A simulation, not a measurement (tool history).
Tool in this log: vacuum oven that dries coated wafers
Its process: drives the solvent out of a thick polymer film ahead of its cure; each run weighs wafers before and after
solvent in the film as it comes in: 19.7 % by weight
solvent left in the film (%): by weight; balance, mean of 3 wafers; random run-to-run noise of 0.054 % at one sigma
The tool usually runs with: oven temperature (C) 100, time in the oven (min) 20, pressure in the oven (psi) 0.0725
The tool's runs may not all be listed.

| run | hour | oven temperature (C) | time in the oven (min) | pressure in the oven (psi) | solvent left in the film (%) |
|---|---|---|---|---|---|
| 1 | 0.0 | 100 | 20 | 0.0725 | 2.08 |
| 2 | 16.2 | 100 | 20 | 0.0725 | 1.96 |
| 3 | 41.4 | 100 | 35 | 0.0725 | 0.74 |
| 4 | 68.4 | 100 | 35 | 0.0725 | 0.78 |
| 5 | 87.5 | 100 | 35 | 0.0725 | 0.65 |
| 6 | 107.8 | 100 | 35 | 0.0725 | 0.74 |
| 7 | 131.6 | 100 | 35 | 0.0725 | 0.75 |
| 8 | 150.8 | 100 | 20 | 0.0725 | 2.02 |
| 9 | 173.8 | 100 | 20 | 0.0725 | 2.00 |
| 10 | 198.8 | 100 | 20 | 0.0725 | 2.02 |
| 11 | 220.6 | 100 | 24 | 0.0725 | 1.51 |
| 12 | 238.4 | 100 | 24 | 0.0725 | 1.45 |
| 13 | 267.7 | 100 | 24 | 0.0725 | 1.42 |
| 14 | 300.0 | 100 | 24 | 0.0725 | 1.42 |
| 15 | 323.8 | 100 | 20 | 0.2025 | 2.62 |
| 16 | 343.6 | 100 | 20 | 0.0725 | 1.97 |
| 17 | 359.3 | 100 | 20 | 0.0725 | 2.10 |
| 18 | 380.0 | 100 | 20 | 0.0725 | 1.91 |
| 19 | 399.2 | 100 | 20 | 0.0725 | 2.04 |
| 20 | 417.5 | 100 | 20 | 0.0725 | 2.13 |
| 21 | 432.9 | 100 | 20 | 0.0725 | 2.05 |
| 22 | 456.6 | 100 | 27 | 0.0725 | 1.08 |
| 23 | 471.4 | 100 | 27 | 0.0725 | 1.09 |
| 24 | 501.0 | 100 | 20 | 0.0725 | 2.00 |
| 25 | 517.8 | 94 | 34 | 0.1652 | 2.02 |
| 26 | 538.6 | 94 | 34 | 0.1652 | 2.13 |

Run 27 comes next. What will it give?
| 27 | 556.4 | 105 | 15 | 0.1334 | ? |

{"run 27": {"solvent left in the film (%)": 2.38}}
Were there no unlogged condition in the tool, this run, its random variation unchanged, would have produced solvent left in the film (%) 2.35.

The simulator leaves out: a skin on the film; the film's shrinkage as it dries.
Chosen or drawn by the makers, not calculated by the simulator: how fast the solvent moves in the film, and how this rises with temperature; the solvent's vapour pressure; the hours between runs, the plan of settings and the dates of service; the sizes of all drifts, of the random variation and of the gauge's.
